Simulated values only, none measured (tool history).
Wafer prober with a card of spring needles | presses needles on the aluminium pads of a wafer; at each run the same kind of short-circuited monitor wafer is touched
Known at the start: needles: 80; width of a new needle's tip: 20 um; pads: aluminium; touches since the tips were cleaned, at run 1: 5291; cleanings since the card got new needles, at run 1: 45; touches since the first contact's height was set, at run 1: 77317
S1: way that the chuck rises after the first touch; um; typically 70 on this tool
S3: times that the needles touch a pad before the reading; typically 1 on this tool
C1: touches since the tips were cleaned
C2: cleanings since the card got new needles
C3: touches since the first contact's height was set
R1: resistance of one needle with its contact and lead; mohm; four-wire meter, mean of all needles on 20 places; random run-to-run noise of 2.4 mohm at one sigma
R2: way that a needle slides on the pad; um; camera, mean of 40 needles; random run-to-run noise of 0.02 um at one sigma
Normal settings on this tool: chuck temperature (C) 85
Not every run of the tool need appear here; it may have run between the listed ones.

{"run": 1, "hour": 0.0, "S1": 70, "chuck temperature (C)": 85, "S3": 1, "C1": 5291, "C2": 45, "C3": 77317, "R1": 431, "R2": 11.09}
{"hour": 8.4, "done": "tips cleaned on abrasive film"}
{"hour": 25.5, "done": "tips cleaned on abrasive film"}
{"run": 2, "hour": 27.8, "S1": 70, "chuck temperature (C)": 85, "S3": 1, "C1": 1227, "C2": 47, "C3": 92137, "R1": 336, "R2": 11.02}
{"hour": 42.2, "done": "tips cleaned on abrasive film"}
{"run": 3, "hour": 46.2, "S1": 70, "chuck temperature (C)": 85, "S3": 1, "C1": 2112, "C2": 48, "C3": 101934, "R1": 372, "R2": 11.06}
{"hour": 58.8, "done": "tips cleaned on abrasive film"}
{"run": 4, "hour": 71.1, "S1": 70, "chuck temperature (C)": 85, "S3": 1, "C1": 6604, "C2": 49, "C3": 115248, "R1": 466, "R2": 11.0}
{"hour": 76.2, "done": "tips cleaned on abrasive film"}
{"run": 5, "hour": 89.0, "S1": 70, "chuck temperature (C)": 85, "S3": 1, "C1": 6894, "C2": 50, "C3": 124832, "R1": 472, "R2": 11.03}
{"hour": 93.2, "done": "tips cleaned on abrasive film"}
{"run": 6, "hour": 103.3, "S1": 70, "chuck temperature (C)": 85, "S3": 1, "C1": 5417, "C2": 51, "C3": 132433, "R1": 455, "R2": 11.02}
{"hour": 109.9, "done": "tips cleaned on abrasive film"}
{"hour": 126.6, "done": "tips cleaned on abrasive film"}
{"run": 7, "hour": 126.9, "S1": 70, "chuck temperature (C)": 85, "S3": 1, "C1": 146, "C2": 53, "C3": 145014, "R1": 288, "R2": 10.98}
{"run": 8, "hour": 140.1, "S1": 70, "chuck temperature (C)": 85, "S3": 1, "C1": 7222, "C2": 53, "C3": 152090, "R1": 472, "R2": 11.01}
{"hour": 144.9, "done": "tips cleaned on abrasive film"}
{"run": 9, "hour": 153.3, "S1": 76, "chuck temperature (C)": 85, "S3": 1, "C1": 4510, "C2": 54, "C3": 159131, "R1": 422, "R2": 11.96}
{"hour": 163.5, "done": "tips cleaned on abrasive film"}
{"hour": 182.0, "done": "tips cleaned on abrasive film"}
{"run": 10, "hour": 182.1, "S1": 76, "chuck temperature (C)": 85, "S3": 1, "C1": 34, "C2": 56, "C3": 174460, "R1": 288, "R2": 11.91}
{"hour": 198.6, "done": "tips cleaned on abrasive film"}
{"run": 11, "hour": 202.1, "S1": 76, "chuck temperature (C)": 85, "S3": 1, "C1": 1886, "C2": 57, "C3": 185172, "R1": 363, "R2": 11.9}
{"hour": 215.1, "done": "tips cleaned on abrasive film"}
{"run": 12, "hour": 216.1, "S1": 70, "chuck temperature (C)": 85, "S3": 1, "C1": 498, "C2": 58, "C3": 192595, "R1": 317, "R2": 10.89}
{"hour": 218.9, "done": "height of the first contact set anew"}
{"hour": 232.3, "done": "tips cleaned on abrasive film"}
{"run": 13, "hour": 244.5, "S1": 70, "chuck temperature (C)": 85, "S3": 1, "C1": 6509, "C2": 59, "C3": 13675, "R1": 460, "R2": 11.13}
{"hour": 249.7, "done": "tips cleaned on abrasive film"}
{"hour": 266.3, "done": "tips cleaned on abrasive film"}
{"run": 14, "hour": 268.1, "S1": 70, "chuck temperature (C)": 85, "S3": 1, "C1": 979, "C2": 61, "C3": 26266, "R1": 334, "R2": 11.1}
{"hour": 283.5, "done": "tips cleaned on abrasive film"}
{"run": 15, "hour": 297.1, "S1": 70, "chuck temperature (C)": 85, "S3": 1, "C1": 7279, "C2": 62, "C3": 41767, "R1": 464, "R2": 11.09}
{"hour": 301.8, "done": "tips cleaned on abrasive film"}
{"run": 16, "hour": 313.2, "S1": 87, "chuck temperature (C)": 85, "S3": 1, "C1": 6150, "C2": 63, "C3": 50377, "R1": 386, "R2": 13.78}
{"hour": 320.2, "done": "tips cleaned on abrasive film"}
{"hour": 337.1, "done": "tips cleaned on abrasive film"}
{"run": 17, "hour": 341.5, "S1": 87, "chuck temperature (C)": 49, "S3": 1, "C1": 2352, "C2": 65, "C3": 65458, "R1": 336, "R2": 13.8}
{"hour": 353.9, "done": "tips cleaned on abrasive film"}
{"run": 18, "hour": 363.5, "S1": 70, "chuck temperature (C)": 97, "S3": 1, "C1": 5167, "C2": 66, "C3": 77219, "R1": 459, "R2": 11.01}
{"hour": 371.7, "done": "tips cleaned on abrasive film"}
{"hour": 389.1, "done": "tips cleaned on abrasive film"}
{"run": 19, "hour": 391.7, "S1": 55, "chuck temperature (C)": 25, "S3": 2, "C1": 1380, "C2": 68, "C3": 92220, "R1": 349, "R2": 8.65}
{"hour": 405.8, "done": "tips cleaned on abrasive film"}
{"run": 20, "hour": 416.7, "S1": 55, "chuck temperature (C)": 57, "S3": 3, "C1": 5884, "C2": 69, "C3": 105620, "R1": 383, "R2": 8.64}
{"hour": 422.9, "done": "tips cleaned on abrasive film"}
{"run": 21, "hour": 430.6, "S1": 55, "chuck temperature (C)": 57, "S3": 3, "C1": 4155, "C2": 70, "C3": 113027, "R1": 364, "R2": 8.61}
{"hour": 440.2, "done": "tips cleaned on abrasive film"}
{"run": 22, "hour": 443.2, "S1": 62, "chuck temperature (C)": 50, "S3": 2, "C1": 1650, "C2": 71, "C3": 119731, "R1": 337, "R2": 9.73}
{"hour": 457.4, "done": "tips cleaned on abrasive film"}
{"run": 23, "hour": 457.4, "S1": 90, "chuck temperature (C)": 99, "S3": 1, "C1": 0, "C2": 72, "C3": 127289, "R1": 274, "R2": 14.15}
{"hour": 474.7, "done": "tips cleaned on abrasive film"}
{"run": 24, "hour": 474.7, "S1": 78, "chuck temperature (C)": 61, "S3": 3, "C1": 0, "C2": 73, "C3": 136540, "R1": 271, "R2": 12.23}
{"hour": 491.2, "done": "tips cleaned on abrasive film"}
{"run": 25, "hour": 491.9, "S1": 78, "chuck temperature (C)": 61, "S3": 3, "C1": 384, "C2": 74, "C3": 145714, "R1": 273, "R2": 12.21}
{"hour": 508.6, "done": "tips cleaned on abrasive film"}
{"run": 26, "hour": 510.8, "S1": 55, "chuck temperature (C)": 82, "S3": 1, "C1": 1200, "C2": 75, "C3": 155801, "R1": 397, "R2": 8.57}
{"hour": 525.0, "done": "tips cleaned on abrasive film"}
{"run": 27, "hour": 527.1, "S1": 55, "chuck temperature (C)": 82, "S3": 1, "C1": 1111, "C2": 76, "C3": 164460, "R1": 413, "R2": 8.54}
{"hour": 542.1, "done": "tips cleaned on abrasive film"}
{"run": 28, "hour": 552.9, "S1": 85, "chuck temperature (C)": 66, "S3": 1, "C1": 5789, "C2": 77, "C3": 178295, "R1": 411, "R2": 13.3}
{"hour": 559.1, "done": "tips cleaned on abrasive film"}
{"run": 29, "hour": 565.1, "S1": 51, "chuck temperature (C)": 71, "S3": 1, "C1": 3212, "C2": 78, "C3": 184768, "R1": 557, "R2": 7.91}
{"hour": 577.9, "done": "tips cleaned on abrasive film"}
{"hour": 583.8, "done": "height of the first contact set anew"}
{"run": 30, "hour": 586.8, "S1": 51, "chuck temperature (C)": 71, "S3": 1, "C1": 4608, "C2": 79, "C3": 1583, "R1": 588, "R2": 8.14}
{"hour": 594.7, "done": "tips cleaned on abrasive film"}
{"run": 31, "hour": 601.7, "S1": 51, "chuck temperature (C)": 71, "S3": 1, "C1": 3760, "C2": 80, "C3": 9527, "R1": 557, "R2": 8.07}
{"hour": 611.3, "done": "tips cleaned on abrasive film"}
{"run": 32, "hour": 619.7, "S1": 70, "chuck temperature (C)": 40, "S3": 2, "C1": 4478, "C2": 81, "C3": 19120, "R1": 362, "R2": 11.13}

Here are 4 independent what-if runs from the current tool condition. What would each one return?
{"hour": 629.2, "done": "tips cleaned on abrasive film"}
{"run": "A", "hour": 644.0, "S1": 87, "chuck temperature (C)": 74, "S3": 3, "C1": 7917, "C2": 82, "C3": 32123, "R1": "?", "R2": "?"}
{"hour": 629.2, "done": "tips cleaned on abrasive film"}
{"run": "B", "hour": 644.0, "S1": 70, "chuck temperature (C)": 113, "S3": 2, "C1": 7917, "C2": 82, "C3": 32123, "R1": "?", "R2": "?"}
{"hour": 629.2, "done": "tips cleaned on abrasive film"}
{"run": "C", "hour": 644.0, "S1": 70, "chuck temperature (C)": 59, "S3": 2, "C1": 7917, "C2": 82, "C3": 32123, "R1": "?", "R2": "?"}
{"hour": 629.2, "done": "tips cleaned on abrasive film"}
{"run": "D", "hour": 644.0, "S1": 78, "chuck temperature (C)": 56, "S3": 3, "C1": 7917, "C2": 82, "C3": 32123, "R1": "?", "R2": "?"}

run=A R1=315 R2=13.82
run=B R1=403 R2=11.07
run=C R1=395 R2=11.09
run=D R1=320 R2=12.39
Without the tool's hidden state the same runs would have given:
run=A R1=261 R2=13.85
run=B R1=280 R2=11.10
run=C R1=261 R2=11.12
run=D R1=255 R2=12.42

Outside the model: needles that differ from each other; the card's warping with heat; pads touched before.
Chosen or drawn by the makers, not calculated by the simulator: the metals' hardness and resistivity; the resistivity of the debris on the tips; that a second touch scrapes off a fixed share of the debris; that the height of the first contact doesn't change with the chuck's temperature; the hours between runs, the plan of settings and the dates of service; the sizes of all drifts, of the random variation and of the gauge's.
